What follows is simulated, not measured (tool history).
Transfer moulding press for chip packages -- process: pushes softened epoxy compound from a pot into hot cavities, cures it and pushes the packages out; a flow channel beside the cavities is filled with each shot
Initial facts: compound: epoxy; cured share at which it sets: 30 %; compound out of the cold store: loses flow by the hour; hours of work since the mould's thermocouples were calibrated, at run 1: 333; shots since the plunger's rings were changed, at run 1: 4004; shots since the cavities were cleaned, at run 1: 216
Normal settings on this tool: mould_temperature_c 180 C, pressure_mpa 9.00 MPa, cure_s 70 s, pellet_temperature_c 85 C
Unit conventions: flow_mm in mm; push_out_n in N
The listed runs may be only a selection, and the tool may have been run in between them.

run,hour,mould_temperature_c,pressure_mpa,cure_s,pellet_temperature_c,hours of work since the mould's thermocouples were calibrated,shots since the plunger's rings were changed,shots since the cavities were cleaned,incoming compound's hours out of the cold store,flow_mm,push_out_n
1,0.0,180,9.00,70,85,333,4004,216,13.9,860,323
2,45.2,173,9.00,70,85,358,4542,754,45.2,797,538
# hour 52.8: cavities cleaned with cleaning compound and waxed
3,79.8,173,9.00,70,85,377,4936,321,12.6,871,663
# hour 108.7: plunger's sealing rings changed
4,114.5,173,9.06,70,85,395,69,704,8.4,968,641
# hour 124.9: cavities cleaned with cleaning compound and waxed
5,139.5,180,9.00,92,85,409,349,174,15.8,933,232
6,171.4,180,9.00,70,85,427,728,553,41.4,860,343
# hour 176.7: cavities cleaned with cleaning compound and waxed, once more
7,211.1,180,9.00,70,85,448,1183,409,15.4,916,328
# hour 246.4: cavities cleaned with cleaning compound and waxed
8,249.4,180,9.00,70,85,469,1622,36,35.7,854,278
9,292.1,180,9.00,70,85,493,2129,543,24.8,880,363
# hour 317.5: cavities cleaned with cleaning compound and waxed
10,334.2,180,9.00,77,85,516,2612,198,23.3,883,277
11,377.8,180,9.00,77,85,541,3131,717,17.9,890,317
# hour 388.1: cavities cleaned with cleaning compound and waxed
12,428.1,180,9.00,70,83,568,3713,477,9.9,891,360
13,450.8,180,9.00,70,85,581,3983,747,35.8,837,363
# hour 456.9: cavities cleaned with cleaning compound and waxed
# hour 483.0: mould's thermocouples calibrated
14,483.0,180,9.00,70,85,0,4324,287,19.0,858,316
15,525.5,186,7.28,70,85,24,4830,793,37.6,719,296
# hour 531.0: cavities cleaned with cleaning compound and waxed
# hour 562.2: plunger's sealing rings changed
16,580.1,180,10.46,93,93,53,213,555,38.2,954,253
# hour 602.1: cavities cleaned with cleaning compound and waxed
17,608.1,180,10.46,89,81,68,529,72,33.1,959,224
18,647.6,180,10.46,89,81,90,998,541,44.9,936,262
# hour 671.3: cavities cleaned with cleaning compound and waxed
19,685.4,180,10.46,89,81,110,1431,168,19.2,968,246
20,717.5,186,9.97,79,87,128,1812,549,24.5,920,275
# hour 740.3: cavities cleaned with cleaning compound and waxed
21,757.3,186,8.43,100,87,150,2269,202,22.1,850,215
22,799.0,186,9.00,70,85,174,2765,698,21.5,874,295
# hour 809.3: cavities cleaned with cleaning compound and waxed
23,821.4,177,9.00,92,85,185,3014,144,10.5,899,254
24,865.5,177,9.00,92,85,210,3539,669,31.2,845,296
# hour 880.7: cavities cleaned with cleaning compound and waxed
25,898.5,176,9.00,68,85,228,3914,212,37.5,825,397
26,924.6,176,9.00,68,85,243,4224,522,29.7,843,468

A few steps of flow_mm between consecutive runs. Split each: what settings, incoming material and random variation would produce without the hidden state, and what is left over for the hidden state, along with gauge scatter present in only one of the two compared results (measured, and without hidden state):
The tool's hidden condition here consists of: true mould temperature over the reading, C; pressure that reaches the compound, % of what is set; grip of the stained cavities, % over clean ones'; drift of the gauge itself on flow_mm, %; drift of the gauge itself on push_out_n, %.
Run 3 -> 4: pressure_mpa 9.00 -> 9.06, plunger's sealing rings changed. flow_mm +97 mm: hidden state +86, all else +11.
Run 14 -> 15: mould_temperature_c 180 -> 186, pressure_mpa 9.00 -> 7.28. flow_mm -139 mm: hidden state +3, all else -142.
Run 15 -> 16: mould_temperature_c 186 -> 180, pressure_mpa 7.28 -> 10.46, cure_s 70 -> 93, pellet_temperature_c 85 -> 93, cavities cleaned with cleaning compound and waxed, plunger's sealing rings changed. flow_mm +235 mm: hidden state +67, all else +168.

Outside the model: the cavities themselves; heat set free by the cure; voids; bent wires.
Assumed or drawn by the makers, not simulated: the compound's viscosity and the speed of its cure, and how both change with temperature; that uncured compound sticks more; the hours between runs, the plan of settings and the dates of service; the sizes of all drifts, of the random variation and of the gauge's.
